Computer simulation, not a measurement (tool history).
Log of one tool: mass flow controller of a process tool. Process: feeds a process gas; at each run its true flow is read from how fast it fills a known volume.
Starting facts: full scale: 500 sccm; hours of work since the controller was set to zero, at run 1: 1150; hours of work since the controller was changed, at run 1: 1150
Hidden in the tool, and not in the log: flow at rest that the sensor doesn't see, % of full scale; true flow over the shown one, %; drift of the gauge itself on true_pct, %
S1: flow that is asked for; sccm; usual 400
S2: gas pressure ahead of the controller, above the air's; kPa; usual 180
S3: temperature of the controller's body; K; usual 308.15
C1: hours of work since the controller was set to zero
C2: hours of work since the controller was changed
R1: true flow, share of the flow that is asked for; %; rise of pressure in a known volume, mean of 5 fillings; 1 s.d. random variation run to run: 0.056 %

| run | hour | S1 | S2 | S3 | C1 | C2 | R1 |
|---|---|---|---|---|---|---|---|
| 1 | 0 | 400 | 180 | 308.15 | 1150 | 1150 | 100.98 |
| 2 | 50.2 | 400 | 180 | 308.15 | 1169 | 1169 | 100.89 |
| 3 | 105.9 | 400 | 180 | 308.15 | 1191 | 1191 | 100.94 |
| 4 | 187.5 | 400 | 180 | 295.15 | 1222 | 1222 | 99.4 |
| 5 | 230.4 | 400 | 180 | 295.15 | 1239 | 1239 | 99.33 |
| 6 | 293.1 | 400 | 180 | 312.15 | 1263 | 1263 | 101.27 |
| 7 | 376.8 | 400 | 180 | 312.15 | 1295 | 1295 | 101.45 |
| 8 | 428.5 | 400 | 180 | 302.15 | 1315 | 1315 | 100.23 |
| 9 | 501.2 | 400 | 180 | 308.15 | 1343 | 1343 | 100.88 |
| 10 | 554.9 | 400 | 275 | 308.15 | 1364 | 1364 | 100.37 |
| 11 | 612.5 | 400 | 149 | 308.15 | 1386 | 1386 | 101.04 |
| 12 | 667.2 | 400 | 180 | 301.15 | 1407 | 1407 | 100.12 |
| 13 | 731.4 | 400 | 180 | 308.15 | 1432 | 1432 | 100.9 |
| 14 | 824.2 | 400 | 180 | 308.15 | 1468 | 1468 | 100.87 |
| 15 | 914.5 | 400 | 180 | 308.15 | 1503 | 1503 | 100.86 |
| 16 | 1011.8 | 400 | 180 | 308.15 | 1540 | 1540 | 100.84 |
| 17 | 1112.2 | 400 | 202 | 308.15 | 1579 | 1579 | 100.83 |
| 18 | 1198.6 | 400 | 180 | 311.15 | 1612 | 1612 | 101.24 |
| 19 | 1292.2 | 400 | 180 | 311.15 | 1648 | 1648 | 101.32 |
| 20 | 1391.2 | 400 | 180 | 297.15 | 1687 | 1687 | 99.64 |
| 21 | 1488.2 | 229 | 175 | 308.15 | 1724 | 1724 | 100.22 |
| 22 | 1544.8 | 400 | 180 | 294.15 | 1746 | 1746 | 99.27 |
| 23 | 1626.5 | 222 | 264 | 294.15 | 1777 | 1777 | 97.92 |
| 24 | 1689.8 | 222 | 264 | 294.15 | 1802 | 1802 | 97.95 |
| 25 | 1774.4 | 222 | 170 | 308.15 | 1834 | 1834 | 100.14 |
| 26 | 1851.1 | 368 | 263 | 296.15 | 1864 | 1864 | 98.96 |
| 27 | 1900.2 | 400 | 192 | 313.15 | 1883 | 1883 | 101.45 |
| 28 | 1969.5 | 97 | 184 | 296.15 | 1910 | 1910 | 97.6 |
| 29 | 2054.1 | 73 | 184 | 296.15 | 1942 | 1942 | 97.21 |
| 30 | 2097.9 | 179 | 192 | 295.15 | 1959 | 1959 | 98.19 |
| 31 | 2171.5 | 400 | 185 | 308.15 | 1987 | 1987 | 100.96 |
| 32 | 2239 | 400 | 185 | 308.15 | 2013 | 2013 | 100.82 |
| 33 | 2291.2 | 400 | 185 | 308.15 | 2034 | 2034 | 100.75 |
| 34 | 2334.4 | 239 | 244 | 305.15 | 2050 | 2050 | 99.44 |
| 35 | 2392.6 | 239 | 244 | 305.15 | 2073 | 2073 | 99.42 |
| 36 | 2436.1 | 65 | 269 | 309.15 | 2089 | 2089 | 98.01 |
| 37 | 2500.4 | 186 | 210 | 294.15 | 2114 | 2114 | 98.09 |
| 38 | 2567.9 | 186 | 210 | 310.15 | 2140 | 2140 | 99.83 |
| 39 | 2640.2 | 400 | 156 | 308.15 | 2168 | 2168 | 100.99 |
| 40 | 2734.5 | 196 | 246 | 299.15 | 2205 | 2205 | 98.45 |

What if the next run were any one of these 5? Each begins from the tool's condition after run 40:
| A | 2802 | 352 | 180 | 308.15 | 2231 | 2231 | ? |
| B | 2802 | 212 | 215 | 300.15 | 2231 | 2231 | ? |
| C | 2802 | 64 | 160 | 294.15 | 2231 | 2231 | ? |
| D | 2802 | 250 | 175 | 312.15 | 2231 | 2231 | ? |
| E | 2802 | 94 | 175 | 297.15 | 2231 | 2231 | ? |

| run | R1 |
|---|---|
| A | 100.69 |
| B | 98.81 |
| C | 96.71 |
| D | 100.73 |
| E | 97.7 |
What these runs would have given with no unlogged condition in the tool:
| run | R1 |
|---|---|
| A | 100.65 |
| B | 98.97 |
| C | 98.01 |
| D | 100.82 |
| E | 98.47 |

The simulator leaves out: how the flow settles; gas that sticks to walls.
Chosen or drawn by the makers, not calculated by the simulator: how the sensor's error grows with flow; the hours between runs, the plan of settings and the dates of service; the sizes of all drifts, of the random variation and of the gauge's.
